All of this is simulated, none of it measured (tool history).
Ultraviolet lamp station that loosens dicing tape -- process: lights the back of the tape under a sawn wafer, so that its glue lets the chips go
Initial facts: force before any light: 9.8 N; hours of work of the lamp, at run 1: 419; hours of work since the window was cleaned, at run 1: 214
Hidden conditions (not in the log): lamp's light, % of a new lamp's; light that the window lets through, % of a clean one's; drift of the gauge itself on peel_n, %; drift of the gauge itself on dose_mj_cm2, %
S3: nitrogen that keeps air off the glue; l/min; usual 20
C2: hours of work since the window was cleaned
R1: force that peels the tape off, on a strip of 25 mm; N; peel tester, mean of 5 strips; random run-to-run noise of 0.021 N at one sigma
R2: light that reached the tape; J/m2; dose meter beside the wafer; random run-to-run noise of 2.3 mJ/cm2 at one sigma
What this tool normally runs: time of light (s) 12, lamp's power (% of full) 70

run 1 hour=0.0 | time_of_light_(s)=12 lamp's_power_(%_of_full)=70 S3=20 | hours_of_work_of_the_lamp=419 C2=214 | R1=1.738 R2=1880
-- hour=16.2 window cleaned of glue's vapour
run 2 hour=38.5 | time_of_light_(s)=12 lamp's_power_(%_of_full)=70 S3=20 | hours_of_work_of_the_lamp=444 C2=15 | R1=1.334 R2=2090
run 3 hour=78.6 | time_of_light_(s)=12 lamp's_power_(%_of_full)=70 S3=27 | hours_of_work_of_the_lamp=471 C2=42 | R1=1.206 R2=2040
run 4 hour=127.3 | time_of_light_(s)=12 lamp's_power_(%_of_full)=70 S3=27 | hours_of_work_of_the_lamp=504 C2=74 | R1=1.235 R2=1970
run 5 hour=184.5 | time_of_light_(s)=12 lamp's_power_(%_of_full)=70 S3=27 | hours_of_work_of_the_lamp=542 C2=112 | R1=1.349 R2=1870
run 6 hour=263.2 | time_of_light_(s)=12 lamp's_power_(%_of_full)=70 S3=20 | hours_of_work_of_the_lamp=594 C2=165 | R1=1.692 R2=1800
run 7 hour=305.4 | time_of_light_(s)=12 lamp's_power_(%_of_full)=70 S3=20 | hours_of_work_of_the_lamp=622 C2=193 | R1=1.835 R2=1720
-- hour=351.4 window cleaned of glue's vapour
run 8 hour=354.5 | time_of_light_(s)=12 lamp's_power_(%_of_full)=70 S3=8 | hours_of_work_of_the_lamp=655 C2=2 | R1=2.404 R2=1990
run 9 hour=402.5 | time_of_light_(s)=12 lamp's_power_(%_of_full)=70 S3=8 | hours_of_work_of_the_lamp=687 C2=34 | R1=2.471 R2=1940
run 10 hour=482.1 | time_of_light_(s)=12 lamp's_power_(%_of_full)=70 S3=8 | hours_of_work_of_the_lamp=740 C2=87 | R1=2.675 R2=1830
run 11 hour=529.4 | time_of_light_(s)=12 lamp's_power_(%_of_full)=70 S3=20 | hours_of_work_of_the_lamp=772 C2=119 | R1=1.705 R2=1790
run 12 hour=579.8 | time_of_light_(s)=12 lamp's_power_(%_of_full)=70 S3=20 | hours_of_work_of_the_lamp=805 C2=152 | R1=1.923 R2=1700
run 13 hour=627.8 | time_of_light_(s)=12 lamp's_power_(%_of_full)=70 S3=20 | hours_of_work_of_the_lamp=837 C2=184 | R1=1.932 R2=1630
run 14 hour=675.8 | time_of_light_(s)=12 lamp's_power_(%_of_full)=70 S3=20 | hours_of_work_of_the_lamp=869 C2=216 | R1=2.120 R2=1580
-- hour=688.2 window cleaned of glue's vapour
run 15 hour=726.6 | time_of_light_(s)=12 lamp's_power_(%_of_full)=70 S3=20 | hours_of_work_of_the_lamp=903 C2=26 | R1=1.690 R2=1810
run 16 hour=797.6 | time_of_light_(s)=12 lamp's_power_(%_of_full)=70 S3=20 | hours_of_work_of_the_lamp=950 C2=73 | R1=1.807 R2=1750
run 17 hour=837.9 | time_of_light_(s)=12 lamp's_power_(%_of_full)=70 S3=20 | hours_of_work_of_the_lamp=977 C2=100 | R1=1.984 R2=1650
run 18 hour=912.5 | time_of_light_(s)=12 lamp's_power_(%_of_full)=70 S3=20 | hours_of_work_of_the_lamp=1027 C2=150 | R1=2.105 R2=1620
run 19 hour=950.6 | time_of_light_(s)=12 lamp's_power_(%_of_full)=70 S3=13 | hours_of_work_of_the_lamp=1052 C2=175 | R1=2.622 R2=1540
run 20 hour=989.7 | time_of_light_(s)=12 lamp's_power_(%_of_full)=70 S3=13 | hours_of_work_of_the_lamp=1078 C2=201 | R1=2.716 R2=1540
-- hour=1025.6 window cleaned of glue's vapour
run 21 hour=1052.4 | time_of_light_(s)=7 lamp's_power_(%_of_full)=65 S3=40 | hours_of_work_of_the_lamp=1120 C2=18 | R1=3.391 R2=900
run 22 hour=1128.5 | time_of_light_(s)=6 lamp's_power_(%_of_full)=73 S3=16 | hours_of_work_of_the_lamp=1170 C2=69 | R1=4.493 R2=830
run 23 hour=1178.6 | time_of_light_(s)=8 lamp's_power_(%_of_full)=99 S3=33 | hours_of_work_of_the_lamp=1204 C2=102 | R1=1.949 R2=1460
run 24 hour=1233.6 | time_of_light_(s)=8 lamp's_power_(%_of_full)=99 S3=12 | hours_of_work_of_the_lamp=1241 C2=139 | R1=2.994 R2=1440
run 25 hour=1296.3 | time_of_light_(s)=8 lamp's_power_(%_of_full)=99 S3=12 | hours_of_work_of_the_lamp=1282 C2=181 | R1=3.279 R2=1370
-- hour=1359.3 window cleaned of glue's vapour
run 26 hour=1365.9 | time_of_light_(s)=8 lamp's_power_(%_of_full)=99 S3=12 | hours_of_work_of_the_lamp=1328 C2=4 | R1=2.864 R2=1500
run 27 hour=1407.7 | time_of_light_(s)=12 lamp's_power_(%_of_full)=95 S3=6 | hours_of_work_of_the_lamp=1356 C2=32 | R1=2.523 R2=2080
run 28 hour=1478.5 | time_of_light_(s)=21 lamp's_power_(%_of_full)=95 S3=13 | hours_of_work_of_the_lamp=1404 C2=79 | R1=0.609 R2=3490
run 29 hour=1559.3 | time_of_light_(s)=21 lamp's_power_(%_of_full)=95 S3=13 | hours_of_work_of_the_lamp=1457 C2=133 | R1=0.706 R2=3310
run 30 hour=1624.8 | time_of_light_(s)=21 lamp's_power_(%_of_full)=96 S3=13 | hours_of_work_of_the_lamp=1501 C2=177 | R1=0.768 R2=3170
-- hour=1657.9 lamp changed
run 31 hour=1681.0 | time_of_light_(s)=6 lamp's_power_(%_of_full)=66 S3=20 | hours_of_work_of_the_lamp=15 C2=214 | R1=3.832 R2=930
-- hour=1697.4 window cleaned of glue's vapour
run 32 hour=1750.5 | time_of_light_(s)=6 lamp's_power_(%_of_full)=66 S3=20 | hours_of_work_of_the_lamp=61 C2=35 | R1=3.455 R2=1080
run 33 hour=1787.4 | time_of_light_(s)=6 lamp's_power_(%_of_full)=66 S3=20 | hours_of_work_of_the_lamp=86 C2=60 | R1=3.493 R2=1050
run 34 hour=1860.0 | time_of_light_(s)=17 lamp's_power_(%_of_full)=66 S3=20 | hours_of_work_of_the_lamp=134 C2=108 | R1=0.665 R2=2860
run 35 hour=1939.0 | time_of_light_(s)=17 lamp's_power_(%_of_full)=66 S3=20 | hours_of_work_of_the_lamp=187 C2=161 | R1=0.786 R2=2760
run 36 hour=1972.2 | time_of_light_(s)=8 lamp's_power_(%_of_full)=66 S3=27 | hours_of_work_of_the_lamp=209 C2=183 | R1=2.552 R2=1270
run 37 hour=2021.8 | time_of_light_(s)=8 lamp's_power_(%_of_full)=66 S3=27 | hours_of_work_of_the_lamp=242 C2=216 | R1=2.704 R2=1170
-- hour=2036.4 window cleaned of glue's vapour
run 38 hour=2082.0 | time_of_light_(s)=8 lamp's_power_(%_of_full)=66 S3=22 | hours_of_work_of_the_lamp=282 C2=30 | R1=2.505 R2=1370
run 39 hour=2130.0 | time_of_light_(s)=8 lamp's_power_(%_of_full)=66 S3=22 | hours_of_work_of_the_lamp=314 C2=62 | R1=2.554 R2=1340
run 40 hour=2182.0 | time_of_light_(s)=8 lamp's_power_(%_of_full)=82 S3=9 | hours_of_work_of_the_lamp=349 C2=97 | R1=2.866 R2=1590

Consider 5 possible next runs. They are alternatives, not a sequence: every one starts from the tool as it was left by run 40. What does each give?
run A hour=2225.4 | time_of_light_(s)=12 lamp's_power_(%_of_full)=70 S3=33 | hours_of_work_of_the_lamp=378 C2=126 | R1=? R2=?
run B hour=2225.4 | time_of_light_(s)=8 lamp's_power_(%_of_full)=82 S3=13 | hours_of_work_of_the_lamp=378 C2=126 | R1=? R2=?
run C hour=2225.4 | time_of_light_(s)=12 lamp's_power_(%_of_full)=87 S3=9 | hours_of_work_of_the_lamp=378 C2=126 | R1=? R2=?
run D hour=2225.4 | time_of_light_(s)=7 lamp's_power_(%_of_full)=82 S3=9 | hours_of_work_of_the_lamp=378 C2=126 | R1=? R2=?
run E hour=2225.4 | time_of_light_(s)=21 lamp's_power_(%_of_full)=82 S3=39 | hours_of_work_of_the_lamp=378 C2=126 | R1=? R2=?

run=A R1=1.128 R2=2010
run=B R1=2.609 R2=1530
run=C R1=1.577 R2=2490
run=D R1=3.597 R2=1380
run=E R1=0.230 R2=4110
With the hidden condition removed and each run's random variation left untouched, the same runs would have given:
run=A R1=0.744 R2=2450
run=B R1=1.973 R2=1870
run=C R1=1.088 R2=3030
run=D R1=2.888 R2=1670
run=E R1=0.181 R2=5000

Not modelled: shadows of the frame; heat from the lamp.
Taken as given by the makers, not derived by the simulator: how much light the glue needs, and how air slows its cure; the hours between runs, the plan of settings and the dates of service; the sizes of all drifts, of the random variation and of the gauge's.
